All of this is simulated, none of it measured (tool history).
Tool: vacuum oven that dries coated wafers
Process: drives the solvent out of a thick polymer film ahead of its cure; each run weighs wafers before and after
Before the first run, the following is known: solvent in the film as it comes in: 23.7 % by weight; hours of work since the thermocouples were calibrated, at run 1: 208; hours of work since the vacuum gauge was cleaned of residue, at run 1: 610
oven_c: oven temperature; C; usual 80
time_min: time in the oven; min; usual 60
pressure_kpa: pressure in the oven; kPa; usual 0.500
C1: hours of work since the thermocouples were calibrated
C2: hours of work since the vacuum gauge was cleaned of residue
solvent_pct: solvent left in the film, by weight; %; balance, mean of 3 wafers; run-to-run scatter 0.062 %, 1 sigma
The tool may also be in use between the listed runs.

Run 1, hour 0.0: usual settings; C1 208; C2 610. Result: solvent_pct 3.98 %.
Run 2, hour 92.0: usual settings; C1 272; C2 674. Result: solvent_pct 4.15 %.
Run 3, hour 157.3: usual settings; C1 318; C2 719. Result: solvent_pct 4.06 %.
Run 4, hour 240.7: usual settings; C1 376; C2 778. Result: solvent_pct 4.16 %.
Run 5, hour 319.3: usual settings; C1 431; C2 833. Result: solvent_pct 4.09 %.
Run 6, hour 414.5: usual settings; C1 497; C2 899. Result: solvent_pct 4.22 %.
Run 7, hour 500.3: usual settings but pressure_kpa 0.656 kPa; C1 557; C2 959. Result: solvent_pct 4.30 %.
Run 8, hour 567.6: usual settings but pressure_kpa 0.656 kPa; C1 604; C2 1006. Result: solvent_pct 4.41 %.
Run 9, hour 664.2: usual settings; C1 672; C2 1073. Result: solvent_pct 4.41 %.
Run 10, hour 763.2: usual settings but pressure_kpa 0.695 kPa; C1 741; C2 1143. Result: solvent_pct 4.66 %.
At hour 835.1: vacuum gauge cleaned of residue and calibrated.
Run 11, hour 874.0: usual settings but pressure_kpa 0.695 kPa; C1 817; C2 27. Result: solvent_pct 4.55 %.
Run 12, hour 923.8: usual settings but pressure_kpa 0.695 kPa; C1 852; C2 62. Result: solvent_pct 4.49 %.
Run 13, hour 972.8: usual settings; C1 886; C2 96. Result: solvent_pct 4.56 %.
Run 14, hour 1080.0: usual settings but oven_c 70 C; C1 961; C2 171. Result: solvent_pct 9.07 %.
At hour 1111.1: oven's thermocouples calibrated.
Run 15, hour 1156.7: usual settings but oven_c 70 C; C1 32; C2 223. Result: solvent_pct 8.16 %.
Run 16, hour 1236.4: usual settings but oven_c 70 C, pressure_kpa 0.584 kPa; C1 87; C2 279. Result: solvent_pct 8.08 %.
Run 17, hour 1308.5: usual settings but pressure_kpa 0.648 kPa; C1 138; C2 329. Result: solvent_pct 3.82 %.
Run 18, hour 1388.6: usual settings but pressure_kpa 0.648 kPa; C1 194; C2 385. Result: solvent_pct 3.97 %.
Run 19, hour 1439.8: usual settings but pressure_kpa 0.648 kPa; C1 230; C2 421. Result: solvent_pct 4.04 %.
Run 20, hour 1513.4: usual settings but time_min 39 min, pressure_kpa 0.648 kPa; C1 281; C2 472. Result: solvent_pct 6.95 %.
Run 21, hour 1622.6: usual settings but time_min 39 min, pressure_kpa 0.648 kPa; C1 357; C2 548. Result: solvent_pct 7.15 %.
Run 22, hour 1710.3: usual settings but time_min 39 min, pressure_kpa 0.648 kPa; C1 418; C2 610. Result: solvent_pct 7.19 %.
Run 23, hour 1760.7: usual settings; C1 453; C2 645. Result: solvent_pct 4.08 %.
Run 24, hour 1848.4: usual settings; C1 515; C2 706. Result: solvent_pct 4.22 %.
Run 25, hour 1913.7: usual settings; C1 560; C2 752. Result: solvent_pct 4.27 %.
Run 26, hour 1978.3: usual settings but oven_c 82 C, pressure_kpa 0.291 kPa; C1 605; C2 797. Result: solvent_pct 3.36 %.
Run 27, hour 2028.9: usual settings but oven_c 65 C; C1 641; C2 832. Result: solvent_pct 11.00 %.
Run 28, hour 2096.8: usual settings but oven_c 72 C, pressure_kpa 0.701 kPa; C1 688; C2 880. Result: solvent_pct 7.95 %.
Run 29, hour 2172.6: usual settings but oven_c 66 C, time_min 76 min; C1 741; C2 933. Result: solvent_pct 9.00 %.
Run 30, hour 2265.1: usual settings but oven_c 66 C, time_min 76 min; C1 806; C2 997. Result: solvent_pct 8.90 %.
Run 31, hour 2332.2: usual settings but oven_c 70 C, time_min 76 min; C1 853; C2 1044. Result: solvent_pct 7.29 %.
Run 32, hour 2397.8: usual settings but oven_c 83 C, time_min 37 min, pressure_kpa 0.275 kPa; C1 898; C2 1090. Result: solvent_pct 6.50 %.
Run 33, hour 2501.4: usual settings but oven_c 88 C, pressure_kpa 0.541 kPa; C1 971; C2 1162. Result: solvent_pct 1.89 %.
At hour 2517.3: oven's thermocouples calibrated.
At hour 2543.2: vacuum gauge cleaned of residue and calibrated.
Run 34, hour 2557.9: usual settings but oven_c 69 C, time_min 100 min, pressure_kpa 1.359 kPa; C1 27; C2 10. Result: solvent_pct 5.32 %.
Run 35, hour 2656.9: usual settings but oven_c 84 C, time_min 84 min, pressure_kpa 1.388 kPa; C1 96; C2 79. Result: solvent_pct 1.27 %.
Run 36, hour 2709.6: usual settings but oven_c 84 C, time_min 84 min, pressure_kpa 1.388 kPa; C1 133; C2 116. Result: solvent_pct 1.40 %.
Run 37, hour 2800.8: usual settings but oven_c 74 C, time_min 99 min, pressure_kpa 0.918 kPa; C1 197; C2 180. Result: solvent_pct 3.29 %.
Run 38, hour 2872.9: usual settings but pressure_kpa 1.909 kPa; C1 247; C2 230. Result: solvent_pct 4.17 %.
Run 39, hour 2960.1: usual settings but oven_c 82 C, pressure_kpa 0.374 kPa; C1 308; C2 291. Result: solvent_pct 3.09 %.
Run 40, hour 3036.0: usual settings but oven_c 87 C, pressure_kpa 0.259 kPa; C1 361; C2 344. Result: solvent_pct 1.67 %.
Run 41, hour 3148.3: usual settings but time_min 74 min; C1 440; C2 423. Result: solvent_pct 2.94 %.
Run 42, hour 3258.4: usual settings but oven_c 79 C, time_min 37 min, pressure_kpa 0.803 kPa; C1 516; C2 499. Result: solvent_pct 7.81 %.
Run 43, hour 3372.2: usual settings but oven_c 79 C, time_min 46 min, pressure_kpa 1.729 kPa; C1 596; C2 579. Result: solvent_pct 6.50 %.
Run 44, hour 3470.8: usual settings but oven_c 67 C; C1 665; C2 648. Result: solvent_pct 10.06 %.
Run 45, hour 3557.2: usual settings but oven_c 67 C; C1 725; C2 708. Result: solvent_pct 9.96 %.
Run 46, hour 3646.2: usual settings but time_min 39 min; C1 787; C2 770. Result: solvent_pct 7.25 %.
Run 47, hour 3740.4: usual settings but oven_c 91 C, pressure_kpa 0.620 kPa; C1 853; C2 836. Result: solvent_pct 1.17 %.

3 options for the next run, each taken on its own from the tool as it stands now. Forecast them:
Run A, hour 3832.1: usual settings but oven_c 67 C, pressure_kpa 1.299 kPa; C1 917; C2 900. Result: solvent_pct ?.
Run B, hour 3832.1: usual settings but oven_c 75 C, pressure_kpa 0.620 kPa; C1 917; C2 900. Result: solvent_pct ?.
Run C, hour 3832.1: usual settings but oven_c 91 C, time_min 48 min, pressure_kpa 0.620 kPa; C1 917; C2 900. Result: solvent_pct ?.

run  solvent_pct
  A        10.65
  B         6.61
  C         1.96
Stripped of hidden state, with their random variation kept, the same runs would have yielded:
run  solvent_pct
  A         9.75
  B         5.72
  C         1.50

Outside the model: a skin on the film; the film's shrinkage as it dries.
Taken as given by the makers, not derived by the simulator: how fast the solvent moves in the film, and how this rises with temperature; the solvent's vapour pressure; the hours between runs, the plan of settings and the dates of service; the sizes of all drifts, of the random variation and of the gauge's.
